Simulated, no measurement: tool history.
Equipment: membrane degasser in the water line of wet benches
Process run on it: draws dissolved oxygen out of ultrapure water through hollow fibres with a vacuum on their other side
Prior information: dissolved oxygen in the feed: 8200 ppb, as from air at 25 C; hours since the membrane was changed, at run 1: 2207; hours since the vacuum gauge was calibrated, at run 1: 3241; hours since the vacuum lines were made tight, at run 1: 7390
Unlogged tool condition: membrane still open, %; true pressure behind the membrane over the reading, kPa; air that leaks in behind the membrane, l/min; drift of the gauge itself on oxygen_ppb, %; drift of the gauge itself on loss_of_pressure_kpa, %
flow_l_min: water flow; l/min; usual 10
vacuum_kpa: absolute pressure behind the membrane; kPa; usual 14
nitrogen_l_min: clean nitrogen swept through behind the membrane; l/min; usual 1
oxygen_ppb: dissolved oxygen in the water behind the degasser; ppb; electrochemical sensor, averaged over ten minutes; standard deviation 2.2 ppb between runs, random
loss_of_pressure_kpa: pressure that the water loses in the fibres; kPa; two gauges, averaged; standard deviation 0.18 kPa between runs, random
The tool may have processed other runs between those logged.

| run | hour | flow_l_min | vacuum_kpa | nitrogen_l_min | hours since the membrane was changed | hours since the vacuum gauge was calibrated | hours since the vacuum lines were made tight | oxygen_ppb | loss_of_pressure_kpa |
|---|---|---|---|---|---|---|---|---|---|
| 1 | 0 | 10 | 14 | 1 | 2207 | 3241 | 7390 | 300.8 | 35.24 |
| 2 | 70.7 | 10 | 14 | 1 | 2278 | 3312 | 7461 | 301.9 | 34.96 |
| 3 | 106.8 | 10 | 27.5 | 1 | 2314 | 3348 | 7497 | 585.7 | 35.02 |
| 4 | 176 | 10 | 14 | 1 | 2383 | 3417 | 7566 | 305.4 | 35.03 |
| 5 | 229 | 10 | 14 | 1 | 2436 | 3470 | 7619 | 303.3 | 35.5 |
| 6 | 304.3 | 10 | 14 | 1 | 2511 | 3546 | 7694 | 305 | 35.02 |
| 7 | 380.4 | 10 | 14 | 1 | 2587 | 3622 | 7770 | 298.5 | 35.07 |
| 8 | 421.2 | 10 | 17.3 | 1 | 2628 | 3662 | 7811 | 383.4 | 35.23 |
| 9 | 498.3 | 10 | 17.3 | 1 | 2705 | 3740 | 7888 | 375.6 | 34.88 |
| 10 | 566 | 10 | 14 | 1 | 2773 | 3807 | 7956 | 302.7 | 35.24 |
| 11 | 622.6 | 10 | 14 | 1 | 2830 | 3864 | 8012 | 304.8 | 35.03 |
| 12 | 685.6 | 10 | 14 | 1 | 2893 | 3927 | 8076 | 299.8 | 35.34 |
|  | 731.8 | seals of the vacuum lines changed |
| 13 | 747.2 | 10 | 14 | 1 | 2952 | 3986 | 15 | 301.3 | 35.1 |
| 14 | 821.8 | 10 | 14 | 1 | 3027 | 4061 | 90 | 297.3 | 35.06 |
| 15 | 882.6 | 10 | 14 | 1 | 3088 | 4122 | 151 | 293.5 | 35.03 |
| 16 | 940.9 | 10 | 14 | 0.58 | 3146 | 4180 | 209 | 449.5 | 35.17 |
|  | 946.7 | vacuum gauge calibrated |
| 17 | 987.1 | 10 | 14 | 0.58 | 3192 | 40 | 255 | 449.3 | 35.26 |
| 18 | 1053.5 | 10 | 14 | 0.41 | 3258 | 107 | 321 | 597.4 | 35.41 |
| 19 | 1111 | 10 | 22.5 | 1.32 | 3316 | 164 | 379 | 386.9 | 35.01 |
| 20 | 1165.8 | 10 | 22.5 | 1.32 | 3370 | 219 | 434 | 381.1 | 35.31 |
| 21 | 1215.4 | 14 | 9.8 | 0.87 | 3420 | 269 | 483 | 386.6 | 49.44 |
| 22 | 1259 | 12 | 8.5 | 1 | 3464 | 312 | 527 | 241.2 | 42.3 |
|  | 1319.5 | vacuum gauge calibrated, once more |
| 23 | 1330.6 | 12 | 8.5 | 1 | 3535 | 11 | 598 | 240.2 | 42.12 |
| 24 | 1401.6 | 16 | 18.3 | 0.93 | 3606 | 82 | 669 | 747.1 | 56.78 |
| 25 | 1455.6 | 16 | 18.3 | 0.93 | 3660 | 136 | 723 | 749.3 | 56.37 |
| 26 | 1520.8 | 16 | 13.5 | 0.67 | 3725 | 201 | 788 | 720 | 56.48 |
| 27 | 1595 | 16 | 13.2 | 1.52 | 3799 | 275 | 862 | 456.5 | 56.18 |
| 28 | 1628.1 | 16 | 13.2 | 1.52 | 3832 | 309 | 895 | 455.9 | 56.64 |
| 29 | 1687 | 6 | 14 | 0.96 | 3891 | 367 | 954 | 165.6 | 21.36 |
| 30 | 1758.2 | 6 | 14 | 0.96 | 3962 | 439 | 1025 | 165.7 | 21.27 |
| 31 | 1837.7 | 6 | 14 | 0.96 | 4042 | 518 | 1105 | 167.7 | 21.27 |

Describe how what the log doesn't record of the tool's condition differs between the last listed run preceding each entry between runs and the first listed run following it.
Logged between run 12 and run 13: seals of the vacuum lines changed (hour 731.8)
  true pressure behind the membrane over the reading, kPa: 0.11 -> 0.12; air that leaks in behind the membrane, l/min: 0.0126 -> 0.0018
  measured value less the no-hidden-state value, oxygen_ppb: +11.5 -> +5.3 ppb; loss_of_pressure_kpa: +0.43 -> +0.43 kPa
Logged between run 16 and run 17: vacuum gauge calibrated (hour 946.7)
  true pressure behind the membrane over the reading, kPa: 0.12 -> 0.17
  measured value less the no-hidden-state value, oxygen_ppb: +7.1 -> +8.8 ppb; loss_of_pressure_kpa: +0.46 -> +0.47 kPa
Logged between run 22 and run 23: vacuum gauge calibrated, once more (hour 1319.5)
  true pressure behind the membrane over the reading, kPa: 0.17 -> 0.02
  measured value less the no-hidden-state value, oxygen_ppb: +10.5 -> +6.6 ppb; loss_of_pressure_kpa: +0.61 -> +0.63 kPa
